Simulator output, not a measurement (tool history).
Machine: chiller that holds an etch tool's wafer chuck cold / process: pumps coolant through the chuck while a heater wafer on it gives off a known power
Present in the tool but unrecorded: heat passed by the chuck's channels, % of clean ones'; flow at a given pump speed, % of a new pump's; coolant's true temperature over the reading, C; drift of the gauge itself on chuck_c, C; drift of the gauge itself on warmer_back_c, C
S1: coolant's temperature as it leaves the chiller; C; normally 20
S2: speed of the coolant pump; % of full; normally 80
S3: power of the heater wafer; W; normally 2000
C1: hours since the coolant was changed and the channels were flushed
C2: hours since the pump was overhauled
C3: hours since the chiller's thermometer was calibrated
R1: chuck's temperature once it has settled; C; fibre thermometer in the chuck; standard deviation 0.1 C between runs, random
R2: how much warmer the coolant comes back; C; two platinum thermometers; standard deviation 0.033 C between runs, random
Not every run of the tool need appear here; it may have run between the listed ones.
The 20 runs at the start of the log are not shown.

Run 21, day 37.492: usual settings but S1 18 C, S2 81 % of full, S3 2636 W; C1 3799; C2 902; C3 812. Result: R1 33.2 C, R2 5.6 C.
Run 22, day 38.621: usual settings but S1 15 C, S2 91 % of full, S3 1680 W; C1 3826; C2 929; C3 839. Result: R1 23.7 C, R2 3.07 C.
Run 23, day 41.083: usual settings but S1 28 C, S2 95 % of full, S3 1680 W; C1 3885; C2 988; C3 898. Result: R1 36.3 C, R2 2.96 C.
Run 24, day 43.133: usual settings but S1 28 C, S2 95 % of full, S3 1680 W; C1 3934; C2 1037; C3 947. Result: R1 36.3 C, R2 2.94 C.
Run 25, day 44.675: usual settings but S1 28 C, S2 95 % of full, S3 2251 W; C1 3971; C2 1074; C3 984. Result: R1 39.2 C, R2 4.03 C.
Run 26, day 47.242: usual settings but S1 15 C, S2 78 % of full, S3 1980 W; C1 4033; C2 1136; C3 1046. Result: R1 27 C, R2 4.32 C.
Run 27, day 49.762: usual settings but S1 15 C, S2 78 % of full, S3 2561 W; C1 4093; C2 1197; C3 1107. Result: R1 30.3 C, R2 5.6 C.
Run 28, day 51.225: usual settings but S1 28 C, S2 61 % of full; C1 4128; C2 1232; C3 1142. Result: R1 43.3 C, R2 5.63 C.
Run 29, day 52.829: usual settings but S1 28 C, S2 69 % of full; C1 4167; C2 1270; C3 1180. Result: R1 41.4 C, R2 4.97 C.
Run 30, day 55.196: usual settings but S1 25 C, S2 60 % of full; C1 4223; C2 1327; C3 1237. Result: R1 40.5 C, R2 5.77 C.
Run 31, day 56.733: usual settings but S1 25 C, S2 60 % of full; C1 4260; C2 1364; C3 1274. Result: R1 40.4 C, R2 5.79 C.
Run 32, day 58.067: usual settings but S1 25 C, S2 88 % of full, S3 2109 W; C1 4292; C2 1396; C3 1306. Result: R1 36.2 C, R2 4.1 C.

Below are 4 alternative next runs, each starting from the tool's condition after run 32. Predict each:
Run A, day 60.375: usual settings but S3 2877 W; C1 4348; C2 1451; C3 1361. Result: R1 ?, R2 ?.
Run B, day 60.375: usual settings but S1 23 C, S2 60 % of full, S3 1217 W; C1 4348; C2 1451; C3 1361. Result: R1 ?, R2 ?.
Run C, day 60.375: usual settings but S1 28 C, S2 78 % of full, S3 2766 W; C1 4348; C2 1451; C3 1361. Result: R1 ?, R2 ?.
Run D, day 60.375: usual settings but S1 28 C, S2 60 % of full, S3 2109 W; C1 4348; C2 1451; C3 1361. Result: R1 ?, R2 ?.

run    R1    R2
  A  36.7  6.13
  B  32.3  3.52
  C  44.5  6.05
  D  44.2  6.09
Without the tool's unlogged condition, the same runs would have read:
run    R1    R2
  A  36.7  6.12
  B  32.3  3.52
  C  44.5  6.05
  D  44.2  6.09

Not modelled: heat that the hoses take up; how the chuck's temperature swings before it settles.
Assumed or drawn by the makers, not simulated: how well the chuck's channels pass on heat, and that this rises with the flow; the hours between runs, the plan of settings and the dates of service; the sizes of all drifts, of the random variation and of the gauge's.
